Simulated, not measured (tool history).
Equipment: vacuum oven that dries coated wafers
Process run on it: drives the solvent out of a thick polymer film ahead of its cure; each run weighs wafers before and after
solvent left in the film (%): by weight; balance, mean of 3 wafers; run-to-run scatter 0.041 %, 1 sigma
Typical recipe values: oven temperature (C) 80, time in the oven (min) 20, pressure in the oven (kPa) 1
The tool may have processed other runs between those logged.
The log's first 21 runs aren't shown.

run    hour  oven temperature (C)  time in the oven (min)  pressure in the oven (kPa)  hours of work since the thermocouples were calibrated  hours of work since the vacuum gauge was cleaned of residue  solvent left in the film (%)
 22   646.4                    80                      20                        1.73                                                    688                                                          323                          1.76
 23   684.9                    82                      36                        3.12                                                    704                                                          338                          2.03
 24   727.5                    88                      10                        2.37                                                    721                                                          356                          2.54
 25   769.3                    88                      10                        2.37                                                    738                                                          373                          2.58
 26   808.8                    88                      26                        0.57                                                    754                                                          389                          0.34
 27   854.6                    88                      26                        0.57                                                    773                                                          408                          0.34
 28   899.1                    80                      33                           1                                                    791                                                          426                          0.88
 29   932.8                    80                      33                           1                                                    805                                                          439                           0.8
 30   979.2                    80                      15                         0.6                                                    824                                                          458                          1.75
 31  1017.3                    80                      14                        1.65                                                    839                                                          474                          2.51
 32  1046.1                    76                      14                        0.61                                                    851                                                          486                          2.45
 33  1072.5                    71                      34                        0.88                                                    862                                                          496                          1.29
 34    1116                    71                      34                        0.88                                                    879                                                          514                          1.41
 35  1153.9                    66                      13                        0.88                                                    895                                                          530                          4.84
 36  1192.6                    66                      20                           1                                                    911                                                          545                           3.5
 37  1212.6                    75                      16                           1                                                    919                                                          554                          2.57
 38  1248.3                    75                      16                           1                                                    933                                                          568                          2.52
     1265.8  -- oven's thermocouples calibrated
 39  1297.7                    90                      32                           1                                                     13                                                          587                          0.51
 40  1321.7                    66                      35                         0.9                                                     23                                                          597                          1.62
 41  1350.9                    92                      24                        2.63                                                     35                                                          609                          1.16
 42  1383.3                    80                      11                        3.01                                                     48                                                          622                          3.81
 43  1402.8                    87                      20                        2.72                                                     56                                                          630                          1.54

Alternative continuations, all from the tool just after run 43; predict every row:
  A  1431.6                    79                      10                           1                                                     68                                                          642                             ?
  B  1431.6                    70                      20                        2.92                                                     68                                                          642                             ?
  C  1431.6                    81                      18                        1.54                                                     68                                                          642                             ?

run  solvent left in the film (%)
  A                          3.17
  B                          4.18
  C                          1.57
With the hidden condition removed and each run's random variation left untouched, the same runs would have given:
run  solvent left in the film (%)
  A                          3.12
  B                           4.1
  C                          1.52
